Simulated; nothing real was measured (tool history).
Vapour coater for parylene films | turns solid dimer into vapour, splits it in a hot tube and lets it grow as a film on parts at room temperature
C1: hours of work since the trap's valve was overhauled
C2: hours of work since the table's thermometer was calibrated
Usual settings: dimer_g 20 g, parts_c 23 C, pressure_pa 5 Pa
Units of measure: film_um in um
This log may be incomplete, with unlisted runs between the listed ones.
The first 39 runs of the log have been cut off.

{"run": 40, "day": 46.996, "dimer_g": 20, "parts_c": 21, "pressure_pa": 5, "C1": 205, "C2": 1386, "film_um": 4.82}
{"run": 41, "day": 48.475, "dimer_g": 9, "parts_c": 23, "pressure_pa": 5, "C1": 237, "C2": 1418, "film_um": 2.01}
{"run": 42, "day": 50.096, "dimer_g": 10, "parts_c": 18, "pressure_pa": 10.9, "C1": 272, "C2": 1453, "film_um": 2.26}
{"run": 43, "day": 51.283, "dimer_g": 10, "parts_c": 18, "pressure_pa": 10.9, "C1": 297, "C2": 1478, "film_um": 2.29}
{"run": 44, "day": 52.075, "dimer_g": 30, "parts_c": 33, "pressure_pa": 2.64, "C1": 314, "C2": 1496, "film_um": 5.22}
{"day": 53.4, "done": "trap's valve overhauled"}
{"run": 45, "day": 53.85, "dimer_g": 20, "parts_c": 19, "pressure_pa": 5, "C1": 10, "C2": 1530, "film_um": 5.57}
{"run": 46, "day": 55.204, "dimer_g": 20, "parts_c": 19, "pressure_pa": 5, "C1": 39, "C2": 1559, "film_um": 5.5}
{"run": 47, "day": 56.267, "dimer_g": 20, "parts_c": 19, "pressure_pa": 5, "C1": 62, "C2": 1582, "film_um": 5.47}

Forecast each of these 4 alternatives for the next run:
{"run": "A", "day": 57.642, "dimer_g": 31, "parts_c": 23, "pressure_pa": 10.68, "C1": 91, "C2": 1612, "film_um": "?"}
{"run": "B", "day": 57.642, "dimer_g": 10, "parts_c": 19, "pressure_pa": 5, "C1": 91, "C2": 1612, "film_um": "?"}
{"run": "C", "day": 57.642, "dimer_g": 16, "parts_c": 18, "pressure_pa": 6.27, "C1": 91, "C2": 1612, "film_um": "?"}
{"run": "D", "day": 57.642, "dimer_g": 9, "parts_c": 35, "pressure_pa": 4.11, "C1": 91, "C2": 1612, "film_um": "?"}

run=A film_um=6.43
run=B film_um=2.65
run=C film_um=4.29
run=D film_um=1.53
Without the tool's hidden state the same runs would have given:
run=A film_um=6.44
run=B film_um=2.65
run=C film_um=4.3
run=D film_um=1.53
